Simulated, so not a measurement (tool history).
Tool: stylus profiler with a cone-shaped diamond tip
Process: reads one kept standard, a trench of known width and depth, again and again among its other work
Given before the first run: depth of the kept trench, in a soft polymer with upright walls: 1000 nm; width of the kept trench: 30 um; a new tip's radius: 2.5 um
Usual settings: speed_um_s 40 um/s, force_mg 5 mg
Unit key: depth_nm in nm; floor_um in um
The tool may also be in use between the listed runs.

run 1 hour=0 | speed_um_s=40 force_mg=5 | depth_nm=1009.76 floor_um=25.57
run 2 hour=18.6 | speed_um_s=40 force_mg=5 | depth_nm=1010.05 floor_um=25.57
run 3 hour=37.3 | speed_um_s=40 force_mg=5 | depth_nm=1009.89 floor_um=25.48
run 4 hour=64.2 | speed_um_s=40 force_mg=5 | depth_nm=1009.72 floor_um=25.54
run 5 hour=87.6 | speed_um_s=40 force_mg=5 | depth_nm=1009.93 floor_um=25.53
run 6 hour=105.6 | speed_um_s=40 force_mg=5 | depth_nm=1009.73 floor_um=25.45
run 7 hour=132.1 | speed_um_s=40 force_mg=5 | depth_nm=1009.78 floor_um=25.54
run 8 hour=151.8 | speed_um_s=40 force_mg=5 | depth_nm=1009.76 floor_um=25.48
run 9 hour=164.3 | speed_um_s=40 force_mg=5 | depth_nm=1009.85 floor_um=25.46
run 10 hour=177.1 | speed_um_s=40 force_mg=5 | depth_nm=1009.82 floor_um=25.47
run 11 hour=198.7 | speed_um_s=28 force_mg=10.26 | depth_nm=1016.22 floor_um=25.53
run 12 hour=211.4 | speed_um_s=28 force_mg=10.26 | depth_nm=1016.23 floor_um=25.56
run 13 hour=237.3 | speed_um_s=28 force_mg=10.26 | depth_nm=1016.27 floor_um=25.54
run 14 hour=253.1 | speed_um_s=22 force_mg=1.89 | depth_nm=1004.83 floor_um=25.4
run 15 hour=264.7 | speed_um_s=22 force_mg=1.89 | depth_nm=1004.42 floor_um=25.48

Pick out some run-to-run changes in depth_nm. Of each, how much would a tool without hidden state show as well, from the settings, what came in and chance, and how much is left for the hidden state and any gauge scatter not in both results compared?
The hidden state here: radius of the tip, um; height scale over the true one, %; drift of the gauge itself on depth_nm, %; drift of the gauge itself on floor_um, %.
Run 4 -> 5: no setting changed, nothing entered. depth_nm +0.21 nm: hidden state -0.03, all else +0.24.
Run 13 -> 14: speed_um_s 28 -> 22, force_mg 10.26 -> 1.89. depth_nm -11.44 nm: hidden state -0.01, all else -11.43.
